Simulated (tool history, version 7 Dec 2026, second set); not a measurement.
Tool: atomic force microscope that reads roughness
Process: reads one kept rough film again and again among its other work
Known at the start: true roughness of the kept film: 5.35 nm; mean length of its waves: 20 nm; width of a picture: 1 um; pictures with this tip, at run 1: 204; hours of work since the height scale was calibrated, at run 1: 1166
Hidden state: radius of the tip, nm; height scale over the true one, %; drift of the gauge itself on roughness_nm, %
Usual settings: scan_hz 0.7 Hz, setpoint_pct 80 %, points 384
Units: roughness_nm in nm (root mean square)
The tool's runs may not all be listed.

run	hour	scan_hz	setpoint_pct	points	pictures with this tip	hours of work since the height scale was calibrated	roughness_nm
1	0.0	0.7	80	384	204	1166	2.728
2	38.8	0.7	80	384	290	1197	2.403
# hour 62.1: new tip fitted
3	83.2	0.7	80	1014	48	1231	3.492
4	107.4	0.7	80	1014	102	1250	3.139
5	132.8	0.7	80	384	158	1270	2.813
6	152.5	0.7	85	384	202	1286	2.592
7	171.7	0.7	85	384	245	1301	2.420

Forecast run 8:
8	193.4	0.7	77	435	294	1318	?

Run 8 gave roughness_nm 2.328 nm (root mean square).
Without the tool's hidden state the same run would have given roughness_nm 3.920 nm (root mean square).
